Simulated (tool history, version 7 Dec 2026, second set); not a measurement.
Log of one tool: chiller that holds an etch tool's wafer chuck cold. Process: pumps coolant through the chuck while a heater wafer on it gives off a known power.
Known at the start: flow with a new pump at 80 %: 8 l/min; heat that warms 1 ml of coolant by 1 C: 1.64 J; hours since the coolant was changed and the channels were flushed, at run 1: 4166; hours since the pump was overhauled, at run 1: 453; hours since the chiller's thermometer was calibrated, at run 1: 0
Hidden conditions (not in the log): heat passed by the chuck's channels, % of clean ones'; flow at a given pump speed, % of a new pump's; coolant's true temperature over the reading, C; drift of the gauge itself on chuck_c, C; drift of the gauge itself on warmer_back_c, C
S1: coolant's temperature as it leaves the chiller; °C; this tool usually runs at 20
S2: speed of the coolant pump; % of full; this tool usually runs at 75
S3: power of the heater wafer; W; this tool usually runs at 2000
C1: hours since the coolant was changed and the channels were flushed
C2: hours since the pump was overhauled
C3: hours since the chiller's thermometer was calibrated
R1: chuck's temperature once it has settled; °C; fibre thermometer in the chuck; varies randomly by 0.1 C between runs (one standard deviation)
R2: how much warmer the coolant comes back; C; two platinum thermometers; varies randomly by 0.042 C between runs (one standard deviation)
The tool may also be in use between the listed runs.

Run 1, hour 0.0: usual settings; C1 4166; C2 453; C3 0. Result: R1 46.7 °C, R2 9.83 C.
Run 2, hour 45.1: usual settings but S1 23 °C; C1 4211; C2 498; C3 45. Result: R1 49.8 °C, R2 9.80 C.
Run 3, hour 85.4: usual settings but S1 23 °C; C1 4251; C2 539; C3 85. Result: R1 49.6 °C, R2 9.86 C.
Run 4, hour 133.5: usual settings but S1 23 °C; C1 4299; C2 587; C3 134. Result: R1 49.8 °C, R2 9.79 C.
Run 5, hour 167.8: usual settings but S1 23 °C, S3 1026 W; C1 4334; C2 621; C3 168. Result: R1 36.8 °C, R2 4.98 C.
Run 6, hour 223.5: usual settings but S1 23 °C, S3 1573 W; C1 4389; C2 677; C3 223. Result: R1 44.0 °C, R2 7.76 C.
Run 7, hour 267.2: usual settings but S1 23 °C, S3 1573 W; C1 4433; C2 720; C3 267. Result: R1 44.1 °C, R2 7.73 C.
Run 8, hour 297.4: usual settings but S1 23 °C, S3 1573 W; C1 4463; C2 751; C3 297. Result: R1 44.3 °C, R2 7.72 C.
Run 9, hour 352.8: usual settings but S1 23 °C, S3 1573 W; C1 4519; C2 806; C3 353. Result: R1 44.2 °C, R2 7.74 C.
Run 10, hour 396.1: usual settings but S1 23 °C, S3 1573 W; C1 4562; C2 849; C3 396. Result: R1 44.3 °C, R2 7.75 C.
Run 11, hour 443.4: usual settings; C1 4609; C2 897; C3 443. Result: R1 46.9 °C, R2 9.83 C.
Run 12, hour 473.4: usual settings; C1 4639; C2 927; C3 473. Result: R1 47.1 °C, R2 9.94 C.
Run 13, hour 527.8: usual settings but S2 62 % of full; C1 4694; C2 981; C3 528. Result: R1 52.3 °C, R2 11.95 C.
Run 14, hour 581.8: usual settings but S3 1564 W; C1 4748; C2 1035; C3 582. Result: R1 41.1 °C, R2 7.73 C.
Run 15, hour 623.6: usual settings; C1 4789; C2 1077; C3 624. Result: R1 47.1 °C, R2 9.94 C.
Run 16, hour 674.3: usual settings but S1 16 °C; C1 4840; C2 1127; C3 674. Result: R1 43.3 °C, R2 10.03 C.
Run 17, hour 704.2: usual settings but S1 21 °C, S2 71 % of full; C1 4870; C2 1157; C3 704. Result: R1 49.6 °C, R2 10.51 C.
Run 18, hour 734.9: usual settings but S1 19 °C, S2 86 % of full, S3 2391 W; C1 4901; C2 1188; C3 735. Result: R1 47.9 °C, R2 10.36 C.
Run 19, hour 785.2: usual settings but S1 28 °C, S2 69 % of full, S3 2391 W; C1 4951; C2 1238; C3 785. Result: R1 63.5 °C, R2 12.94 C.
Run 20, hour 811.9: usual settings but S2 77 % of full; C1 4978; C2 1265; C3 812. Result: R1 46.8 °C, R2 9.60 C.
Run 21, hour 858.5: usual settings but S2 90 % of full; C1 5024; C2 1312; C3 859. Result: R1 43.2 °C, R2 8.28 C.
Run 22, hour 894.8: usual settings but S1 12 °C, S2 87 % of full; C1 5061; C2 1348; C3 895. Result: R1 36.0 °C, R2 8.54 C.
Run 23, hour 923.1: usual settings but S1 19 °C, S2 99 % of full, S3 2367 W; C1 5089; C2 1376; C3 923. Result: R1 44.1 °C, R2 8.79 C.
Run 24, hour 957.1: usual settings but S1 13 °C, S2 99 % of full, S3 2778 W; C1 5123; C2 1410; C3 957. Result: R1 42.6 °C, R2 10.52 C.
Run 25, hour 1008.3: usual settings but S1 16 °C, S2 99 % of full; C1 5174; C2 1461; C3 1008. Result: R1 37.2 °C, R2 7.53 C.
Run 26, hour 1054.2: usual settings but S1 16 °C, S2 99 % of full; C1 5220; C2 1507; C3 1054. Result: R1 37.2 °C, R2 7.48 C.
Run 27, hour 1088.2: usual settings but S2 62 % of full, S3 1396 W; C1 5254; C2 1541; C3 1088. Result: R1 43.1 °C, R2 8.51 C.
Run 28, hour 1134.9: usual settings but S2 62 % of full, S3 2459 W; C1 5301; C2 1588; C3 1135. Result: R1 60.9 °C, R2 14.89 C.
Run 29, hour 1162.1: usual settings but S2 62 % of full, S3 2112 W; C1 5328; C2 1615; C3 1162. Result: R1 55.1 °C, R2 12.83 C.
Run 30, hour 1209.2: usual settings but S2 62 % of full, S3 2112 W; C1 5375; C2 1662; C3 1209. Result: R1 55.1 °C, R2 12.88 C.
Run 31, hour 1262.7: usual settings but S1 23 °C, S2 97 % of full, S3 1037 W; C1 5429; C2 1716; C3 1263. Result: R1 34.4 °C, R2 3.95 C.

Alternative continuations, all from the tool just after run 31; predict every row:
Run A, hour 1298.0: usual settings but S3 2583 W; C1 5464; C2 1751; C3 1298. Result: R1 ?, R2 ?.
Run B, hour 1298.0: usual settings but S1 28 °C, S2 98 % of full, S3 2079 W; C1 5464; C2 1751; C3 1298. Result: R1 ?, R2 ?.
Run C, hour 1298.0: usual settings but S1 23 °C, S2 61 % of full, S3 1037 W; C1 5464; C2 1751; C3 1298. Result: R1 ?, R2 ?.
Run D, hour 1298.0: usual settings but S1 19 °C, S2 97 % of full, S3 1557 W; C1 5464; C2 1751; C3 1298. Result: R1 ?, R2 ?.

run    R1     R2
  A  56.2  12.99
  B  50.7   7.92
  C  40.5   6.46
  D  36.0   5.96
Without the tool's unlogged condition, the same runs would have read:
run    R1     R2
  A  51.1  12.63
  B  47.5   7.70
  C  38.0   6.28
  D  33.7   5.79

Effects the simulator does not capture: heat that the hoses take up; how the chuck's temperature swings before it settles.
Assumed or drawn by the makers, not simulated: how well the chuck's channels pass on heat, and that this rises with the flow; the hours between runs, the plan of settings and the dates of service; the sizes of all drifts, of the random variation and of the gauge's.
